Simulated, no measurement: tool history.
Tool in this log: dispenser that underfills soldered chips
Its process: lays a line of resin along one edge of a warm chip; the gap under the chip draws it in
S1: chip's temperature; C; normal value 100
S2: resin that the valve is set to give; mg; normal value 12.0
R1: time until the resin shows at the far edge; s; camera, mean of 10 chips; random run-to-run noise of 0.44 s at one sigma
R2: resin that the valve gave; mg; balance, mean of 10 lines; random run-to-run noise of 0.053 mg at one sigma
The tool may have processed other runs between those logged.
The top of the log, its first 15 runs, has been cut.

run,hour,S1,S2,R1,R2
16,119.0,100,12.0,47.9,11.56
17,125.3,100,12.0,61.2,11.58
# hour 127.1: new syringe of resin
18,135.2,96,15.3,50.7,14.73
19,143.1,100,10.3,65.1,9.85
# hour 144.0: new syringe of resin
20,149.6,100,10.3,44.4,9.85
# hour 152.0: dispensing valve cleaned and set on the balance
21,156.5,97,11.6,57.5,11.61
# hour 162.4: new syringe of resin
22,167.0,86,13.4,61.2,13.21
23,176.4,86,13.4,85.8,13.30
# hour 179.6: new syringe of resin
24,187.2,107,11.4,38.3,11.24
25,194.3,107,11.4,50.6,11.16
# hour 196.4: new syringe of resin
26,200.8,94,11.0,50.7,10.84
27,210.3,85,12.4,92.3,12.17
# hour 213.2: new syringe of resin
28,220.8,99,11.7,48.2,11.49
29,225.9,99,11.7,57.3,11.46
# hour 230.1: new syringe of resin
30,232.8,102,10.9,37.5,10.57
31,240.8,100,14.8,50.6,14.39
# hour 247.1: new syringe of resin
32,250.6,100,14.8,38.9,14.30
33,260.3,101,15.1,54.1,14.63
# hour 264.5: new syringe of resin
34,272.0,94,12.1,54.8,11.61

What if the next run were any one of these 4? Each begins from the tool's condition after run 34:
# hour 281.6: new syringe of resin
A,283.6,88,11.4,?,?
# hour 281.6: new syringe of resin
B,283.6,91,11.2,?,?
# hour 281.6: new syringe of resin
C,283.6,86,11.5,?,?
# hour 281.6: new syringe of resin
D,283.6,110,11.0,?,?

run,R1,R2
A,57.6,10.98
B,53.5,10.76
C,62.4,11.04
D,31.1,10.45
With no hidden state in the tool, these same runs would have given:
run,R1,R2
A,46.3,11.46
B,43.0,11.23
C,50.1,11.53
D,25.3,10.91

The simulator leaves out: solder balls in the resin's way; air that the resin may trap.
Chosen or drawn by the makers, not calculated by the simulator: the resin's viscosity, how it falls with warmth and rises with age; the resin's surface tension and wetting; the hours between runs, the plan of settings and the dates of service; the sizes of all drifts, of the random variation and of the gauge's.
